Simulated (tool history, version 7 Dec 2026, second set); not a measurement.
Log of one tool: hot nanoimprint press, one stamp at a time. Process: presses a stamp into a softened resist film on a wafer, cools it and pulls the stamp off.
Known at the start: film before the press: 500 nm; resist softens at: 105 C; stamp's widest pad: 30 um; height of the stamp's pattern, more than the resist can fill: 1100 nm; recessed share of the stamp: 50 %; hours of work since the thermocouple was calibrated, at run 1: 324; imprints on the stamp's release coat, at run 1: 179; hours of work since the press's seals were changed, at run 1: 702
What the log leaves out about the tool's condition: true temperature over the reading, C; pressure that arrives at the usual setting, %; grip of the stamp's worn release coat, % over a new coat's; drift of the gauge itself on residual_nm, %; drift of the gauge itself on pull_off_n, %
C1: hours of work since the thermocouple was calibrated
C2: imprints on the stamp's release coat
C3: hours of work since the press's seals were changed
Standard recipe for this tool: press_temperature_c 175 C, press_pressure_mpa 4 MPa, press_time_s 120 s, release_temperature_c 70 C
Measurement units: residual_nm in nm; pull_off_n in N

run 1 day=0 | press_temperature_c=175 press_pressure_mpa=4 press_time_s=120 release_temperature_c=70 | C1=324 C2=179 C3=702 | residual_nm=265.7 pull_off_n=142
run 2 day=0.829 | press_temperature_c=175 press_pressure_mpa=4 press_time_s=120 release_temperature_c=70 | C1=336 C2=219 C3=715 | residual_nm=265.9 pull_off_n=147
run 3 day=1.617 | press_temperature_c=175 press_pressure_mpa=4 press_time_s=120 release_temperature_c=70 | C1=347 C2=258 C3=726 | residual_nm=265.8 pull_off_n=149
run 4 day=2.175 | press_temperature_c=175 press_pressure_mpa=4 press_time_s=120 release_temperature_c=70 | C1=356 C2=285 C3=734 | residual_nm=265.8 pull_off_n=146
run 5 day=3.15 | press_temperature_c=175 press_pressure_mpa=4 press_time_s=120 release_temperature_c=70 | C1=370 C2=332 C3=748 | residual_nm=266.3 pull_off_n=149
run 6 day=3.775 | press_temperature_c=175 press_pressure_mpa=4 press_time_s=120 release_temperature_c=70 | C1=379 C2=363 C3=757 | residual_nm=265.5 pull_off_n=143
run 7 day=4.342 | press_temperature_c=175 press_pressure_mpa=4 press_time_s=120 release_temperature_c=70 | C1=387 C2=391 C3=766 | residual_nm=265.5 pull_off_n=151
run 8 day=4.967 | press_temperature_c=175 press_pressure_mpa=4 press_time_s=120 release_temperature_c=70 | C1=396 C2=421 C3=775 | residual_nm=265.8 pull_off_n=148
run 9 day=5.871 | press_temperature_c=175 press_pressure_mpa=4 press_time_s=120 release_temperature_c=70 | C1=409 C2=466 C3=788 | residual_nm=265.8 pull_off_n=159
-- day=6.383 press's hydraulic seals changed and the load cell set to zero
run 10 day=7.25 | press_temperature_c=175 press_pressure_mpa=4 press_time_s=120 release_temperature_c=70 | C1=425 C2=517 C3=13 | residual_nm=258.8 pull_off_n=155
run 11 day=8.329 | press_temperature_c=167 press_pressure_mpa=4 press_time_s=120 release_temperature_c=70 | C1=440 C2=569 C3=28 | residual_nm=325.8 pull_off_n=155
run 12 day=8.821 | press_temperature_c=175 press_pressure_mpa=4 press_time_s=120 release_temperature_c=70 | C1=448 C2=594 C3=36 | residual_nm=258.5 pull_off_n=160
run 13 day=9.971 | press_temperature_c=175 press_pressure_mpa=4 press_time_s=120 release_temperature_c=70 | C1=464 C2=650 C3=52 | residual_nm=258.2 pull_off_n=155
run 14 day=10.542 | press_temperature_c=175 press_pressure_mpa=4 press_time_s=120 release_temperature_c=70 | C1=473 C2=678 C3=61 | residual_nm=258.3 pull_off_n=159
run 15 day=11.242 | press_temperature_c=175 press_pressure_mpa=4 press_time_s=120 release_temperature_c=70 | C1=483 C2=712 C3=71 | residual_nm=258.7 pull_off_n=165
run 16 day=12.054 | press_temperature_c=175 press_pressure_mpa=4 press_time_s=120 release_temperature_c=70 | C1=495 C2=752 C3=83 | residual_nm=258.3 pull_off_n=156
run 17 day=13.208 | press_temperature_c=175 press_pressure_mpa=4 press_time_s=194 release_temperature_c=62 | C1=512 C2=808 C3=99 | residual_nm=215.3 pull_off_n=163
run 18 day=13.888 | press_temperature_c=175 press_pressure_mpa=5.22 press_time_s=120 release_temperature_c=70 | C1=522 C2=841 C3=109 | residual_nm=232.3 pull_off_n=174
run 19 day=14.538 | press_temperature_c=175 press_pressure_mpa=5.22 press_time_s=120 release_temperature_c=70 | C1=531 C2=873 C3=119 | residual_nm=232.5 pull_off_n=166
run 20 day=15.275 | press_temperature_c=175 press_pressure_mpa=5.22 press_time_s=178 release_temperature_c=63 | C1=542 C2=909 C3=130 | residual_nm=198.7 pull_off_n=177
run 21 day=16.121 | press_temperature_c=182 press_pressure_mpa=5.22 press_time_s=200 release_temperature_c=63 | C1=554 C2=950 C3=142 | residual_nm=149.2 pull_off_n=178
run 22 day=16.642 | press_temperature_c=175 press_pressure_mpa=4 press_time_s=97 release_temperature_c=67 | C1=562 C2=976 C3=150 | residual_nm=277.6 pull_off_n=176
run 23 day=17.812 | press_temperature_c=175 press_pressure_mpa=4 press_time_s=97 release_temperature_c=67 | C1=579 C2=1033 C3=167 | residual_nm=278 pull_off_n=173
-- day=18.454 plate thermocouple calibrated
run 24 day=18.454 | press_temperature_c=175 press_pressure_mpa=4.44 press_time_s=63 release_temperature_c=70 | C1=0 C2=1058 C3=174 | residual_nm=316.8 pull_off_n=173
run 25 day=18.958 | press_temperature_c=175 press_pressure_mpa=4.44 press_time_s=63 release_temperature_c=70 | C1=7 C2=1083 C3=181 | residual_nm=317.2 pull_off_n=177
run 26 day=19.55 | press_temperature_c=171 press_pressure_mpa=5.45 press_time_s=63 release_temperature_c=70 | C1=16 C2=1112 C3=190 | residual_nm=329.7 pull_off_n=170
run 27 day=20.079 | press_temperature_c=181 press_pressure_mpa=4.31 press_time_s=132 release_temperature_c=62 | C1=24 C2=1138 C3=198 | residual_nm=208 pull_off_n=175
run 28 day=20.625 | press_temperature_c=167 press_pressure_mpa=3.11 press_time_s=157 release_temperature_c=58 | C1=32 C2=1164 C3=206 | residual_nm=333.9 pull_off_n=188
run 29 day=21.512 | press_temperature_c=167 press_pressure_mpa=3.11 press_time_s=91 release_temperature_c=74 | C1=45 C2=1208 C3=219 | residual_nm=380.5 pull_off_n=177

3 ways to go on from here, each from the tool as it stands after run 29. What would each give?
run A day=22.579 | press_temperature_c=168 press_pressure_mpa=3.11 press_time_s=91 release_temperature_c=74 | C1=60 C2=1260 C3=234 | residual_nm=? pull_off_n=?
run B day=22.579 | press_temperature_c=167 press_pressure_mpa=3.15 press_time_s=91 release_temperature_c=59 | C1=60 C2=1260 C3=234 | residual_nm=? pull_off_n=?
run C day=22.579 | press_temperature_c=185 press_pressure_mpa=3.11 press_time_s=91 release_temperature_c=74 | C1=60 C2=1260 C3=234 | residual_nm=? pull_off_n=?

run=A residual_nm=372.4 pull_off_n=180
run=B residual_nm=378.7 pull_off_n=182
run=C residual_nm=244.5 pull_off_n=169
With no hidden state in the tool, these same runs would have given:
run=A residual_nm=370.6 pull_off_n=142
run=B residual_nm=377 pull_off_n=144
run=C residual_nm=242.7 pull_off_n=133
